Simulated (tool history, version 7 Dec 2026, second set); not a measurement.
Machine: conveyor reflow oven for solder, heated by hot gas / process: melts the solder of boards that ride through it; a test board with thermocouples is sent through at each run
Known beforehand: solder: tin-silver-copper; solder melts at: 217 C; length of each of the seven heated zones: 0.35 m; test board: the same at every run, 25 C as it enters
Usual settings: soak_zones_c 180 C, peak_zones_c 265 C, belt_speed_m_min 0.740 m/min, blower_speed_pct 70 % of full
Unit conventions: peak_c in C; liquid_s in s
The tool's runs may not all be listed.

{"run": 1, "hour": 0.0, "soak_zones_c": 180, "peak_zones_c": 265, "belt_speed_m_min": 0.74, "blower_speed_pct": 70, "peak_c": 245.2, "liquid_s": 39.0}
{"run": 2, "hour": 15.1, "soak_zones_c": 180, "peak_zones_c": 265, "belt_speed_m_min": 0.74, "blower_speed_pct": 70, "peak_c": 245.1, "liquid_s": 38.9}
{"run": 3, "hour": 47.2, "soak_zones_c": 180, "peak_zones_c": 265, "belt_speed_m_min": 0.74, "blower_speed_pct": 70, "peak_c": 245.2, "liquid_s": 39.0}
{"run": 4, "hour": 79.9, "soak_zones_c": 180, "peak_zones_c": 274, "belt_speed_m_min": 0.74, "blower_speed_pct": 70, "peak_c": 252.5, "liquid_s": 43.5}
{"run": 5, "hour": 103.8, "soak_zones_c": 180, "peak_zones_c": 274, "belt_speed_m_min": 0.74, "blower_speed_pct": 70, "peak_c": 252.7, "liquid_s": 43.0}
{"run": 6, "hour": 124.3, "soak_zones_c": 180, "peak_zones_c": 265, "belt_speed_m_min": 0.74, "blower_speed_pct": 70, "peak_c": 245.1, "liquid_s": 38.4}
{"run": 7, "hour": 157.3, "soak_zones_c": 180, "peak_zones_c": 265, "belt_speed_m_min": 0.74, "blower_speed_pct": 70, "peak_c": 245.1, "liquid_s": 38.9}
{"run": 8, "hour": 183.0, "soak_zones_c": 180, "peak_zones_c": 265, "belt_speed_m_min": 0.74, "blower_speed_pct": 70, "peak_c": 245.0, "liquid_s": 38.6}
{"run": 9, "hour": 210.3, "soak_zones_c": 180, "peak_zones_c": 265, "belt_speed_m_min": 0.74, "blower_speed_pct": 70, "peak_c": 245.0, "liquid_s": 39.0}
{"run": 10, "hour": 228.3, "soak_zones_c": 180, "peak_zones_c": 265, "belt_speed_m_min": 0.74, "blower_speed_pct": 70, "peak_c": 244.9, "liquid_s": 38.7}
{"run": 11, "hour": 256.2, "soak_zones_c": 180, "peak_zones_c": 265, "belt_speed_m_min": 0.74, "blower_speed_pct": 70, "peak_c": 244.9, "liquid_s": 38.6}
{"run": 12, "hour": 280.3, "soak_zones_c": 180, "peak_zones_c": 265, "belt_speed_m_min": 0.74, "blower_speed_pct": 70, "peak_c": 244.8, "liquid_s": 38.6}
{"run": 13, "hour": 301.6, "soak_zones_c": 180, "peak_zones_c": 265, "belt_speed_m_min": 0.74, "blower_speed_pct": 70, "peak_c": 244.9, "liquid_s": 38.7}
{"run": 14, "hour": 335.9, "soak_zones_c": 180, "peak_zones_c": 265, "belt_speed_m_min": 0.74, "blower_speed_pct": 70, "peak_c": 244.6, "liquid_s": 38.7}
{"run": 15, "hour": 354.1, "soak_zones_c": 166, "peak_zones_c": 265, "belt_speed_m_min": 0.74, "blower_speed_pct": 70, "peak_c": 241.4, "liquid_s": 32.1}
{"run": 16, "hour": 380.5, "soak_zones_c": 177, "peak_zones_c": 258, "belt_speed_m_min": 0.781, "blower_speed_pct": 68, "peak_c": 236.2, "liquid_s": 28.1}
{"run": 17, "hour": 407.2, "soak_zones_c": 177, "peak_zones_c": 274, "belt_speed_m_min": 0.781, "blower_speed_pct": 68, "peak_c": 248.5, "liquid_s": 37.5}
{"run": 18, "hour": 433.3, "soak_zones_c": 182, "peak_zones_c": 265, "belt_speed_m_min": 0.615, "blower_speed_pct": 70, "peak_c": 250.8, "liquid_s": 53.8}
{"hour": 442.6, "done": "flux residue cleaned out of gas plates and filters"}
{"run": 19, "hour": 466.8, "soak_zones_c": 182, "peak_zones_c": 265, "belt_speed_m_min": 0.615, "blower_speed_pct": 70, "peak_c": 252.1, "liquid_s": 54.5}
{"run": 20, "hour": 487.5, "soak_zones_c": 192, "peak_zones_c": 265, "belt_speed_m_min": 0.615, "blower_speed_pct": 70, "peak_c": 253.8, "liquid_s": 60.1}
{"run": 21, "hour": 516.8, "soak_zones_c": 176, "peak_zones_c": 278, "belt_speed_m_min": 0.615, "blower_speed_pct": 70, "peak_c": 262.5, "liquid_s": 57.8}
{"run": 22, "hour": 546.3, "soak_zones_c": 176, "peak_zones_c": 278, "belt_speed_m_min": 0.615, "blower_speed_pct": 70, "peak_c": 262.5, "liquid_s": 58.2}
{"run": 23, "hour": 563.9, "soak_zones_c": 185, "peak_zones_c": 265, "belt_speed_m_min": 0.74, "blower_speed_pct": 70, "peak_c": 247.2, "liquid_s": 42.7}
{"run": 24, "hour": 598.1, "soak_zones_c": 180, "peak_zones_c": 254, "belt_speed_m_min": 0.698, "blower_speed_pct": 70, "peak_c": 239.0, "liquid_s": 37.4}
{"run": 25, "hour": 631.4, "soak_zones_c": 180, "peak_zones_c": 254, "belt_speed_m_min": 0.823, "blower_speed_pct": 66, "peak_c": 232.8, "liquid_s": 24.7}
{"run": 26, "hour": 656.2, "soak_zones_c": 180, "peak_zones_c": 254, "belt_speed_m_min": 0.823, "blower_speed_pct": 66, "peak_c": 233.0, "liquid_s": 24.9}
{"run": 27, "hour": 670.6, "soak_zones_c": 165, "peak_zones_c": 271, "belt_speed_m_min": 0.87, "blower_speed_pct": 73, "peak_c": 241.3, "liquid_s": 26.3}
{"run": 28, "hour": 695.9, "soak_zones_c": 165, "peak_zones_c": 271, "belt_speed_m_min": 0.87, "blower_speed_pct": 73, "peak_c": 241.2, "liquid_s": 26.2}
{"run": 29, "hour": 727.1, "soak_zones_c": 180, "peak_zones_c": 265, "belt_speed_m_min": 0.887, "blower_speed_pct": 70, "peak_c": 239.2, "liquid_s": 27.3}
{"run": 30, "hour": 753.5, "soak_zones_c": 180, "peak_zones_c": 265, "belt_speed_m_min": 0.887, "blower_speed_pct": 70, "peak_c": 239.1, "liquid_s": 27.5}

The logged runs with the hidden state left out (each run's random variation unchanged):
Hidden state at play: heat that the gas passes to the board, % of a clean oven's; belt's true speed, % of the reading; true gas temperature in zones 6 and 7 over the reading, C; drift of the gauge itself on peak_c, C; drift of the gauge itself on liquid_s, %.
run=1 peak_c=245.7 liquid_s=39.2
run=2 peak_c=245.6 liquid_s=39.2
run=3 peak_c=245.8 liquid_s=39.3
run=4 peak_c=253.1 liquid_s=43.7
run=5 peak_c=253.3 liquid_s=43.2
run=6 peak_c=245.7 liquid_s=38.7
run=7 peak_c=245.8 liquid_s=39.3
run=8 peak_c=245.8 liquid_s=39.1
run=9 peak_c=245.8 liquid_s=39.5
run=10 peak_c=245.7 liquid_s=39.1
run=11 peak_c=245.7 liquid_s=39.1
run=12 peak_c=245.7 liquid_s=39.1
run=13 peak_c=245.8 liquid_s=39.2
run=14 peak_c=245.5 liquid_s=39.2
run=15 peak_c=242.5 liquid_s=32.9
run=16 peak_c=237.2 liquid_s=29.1
run=17 peak_c=249.8 liquid_s=38.0
run=18 peak_c=251.6 liquid_s=53.9
run=19 peak_c=251.6 liquid_s=53.5
run=20 peak_c=253.3 liquid_s=59.0
run=21 peak_c=261.9 liquid_s=56.7
run=22 peak_c=262.0 liquid_s=57.1
run=23 peak_c=246.7 liquid_s=41.8
run=24 peak_c=238.5 liquid_s=36.5
run=25 peak_c=232.4 liquid_s=23.9
run=26 peak_c=232.7 liquid_s=24.2
run=27 peak_c=241.0 liquid_s=25.7
run=28 peak_c=241.0 liquid_s=25.7
run=29 peak_c=239.0 liquid_s=26.8
run=30 peak_c=238.9 liquid_s=27.0

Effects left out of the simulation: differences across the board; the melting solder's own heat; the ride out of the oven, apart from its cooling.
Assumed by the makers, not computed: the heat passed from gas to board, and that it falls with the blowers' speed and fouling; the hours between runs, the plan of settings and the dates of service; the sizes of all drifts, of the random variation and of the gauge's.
